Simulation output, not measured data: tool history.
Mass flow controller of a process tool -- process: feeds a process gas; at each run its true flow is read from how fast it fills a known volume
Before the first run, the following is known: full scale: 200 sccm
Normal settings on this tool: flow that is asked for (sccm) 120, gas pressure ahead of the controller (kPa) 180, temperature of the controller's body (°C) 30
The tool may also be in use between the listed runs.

run,day,flow that is asked for (sccm),gas pressure ahead of the controller (kPa),temperature of the controller's body (°C),true flow (%)
1,0,120,180,30,98.95
2,3.783,120,180,30,98.81
3,8.667,153,180,30,99.21
4,12.342,153,180,30,99.11
5,15.771,135,180,30,98.8
6,19.804,120,180,30,98.54
7,27.8,120,180,30,98.35
8,33.929,120,180,30,98.31
9,38.592,120,180,30,98.26
10,44.454,32,180,30,96.61
11,48.421,32,231,30,96.81
12,56.446,32,231,30,96.71
13,60.567,32,231,30,96.62
14,66.325,32,231,30,96.65
15,74.379,120,180,30,97.58
16,79.017,120,180,30,97.68
17,85.054,120,180,30,97.45
18,89.433,120,180,30,97.37
19,93.596,42,190,30,96.07
20,98.146,42,275,32,96.57
21,103.338,100,165,33,96.95
22,106.917,85,179,28,96.67
23,113.971,85,179,28,96.33
24,121.446,144,164,29,97.19
25,124.942,29,199,29,95.42
26,128.262,36,199,27,95.33
27,134.667,122,199,37,97.2
28,138.896,36,202,37,95.57
29,142.25,42,208,38,95.7
30,149.862,45,244,27,95.54

Below, each run's measurement less what the same run would have read without the hidden state. Both values contain the same run-to-run variation, but the gauge's scatter may not be the same in both:
Hidden state present: flow at rest that the sensor doesn't see, % of full scale; true flow over the shown one, %; drift of the gauge itself on true_pct, %.
run,true flow (%)
1,+0.01
2,-0.06
3,-0.14
4,-0.2
5,-0.25
6,-0.31
7,-0.44
8,-0.54
9,-0.61
10,-0.71
11,-0.77
12,-0.9
13,-0.96
14,-1.06
15,-1.19
16,-1.26
17,-1.37
18,-1.43
19,-1.49
20,-1.57
21,-1.65
22,-1.7
23,-1.81
24,-1.95
25,-1.98
26,-2.04
27,-2.16
28,-2.21
29,-2.26
30,-2.39
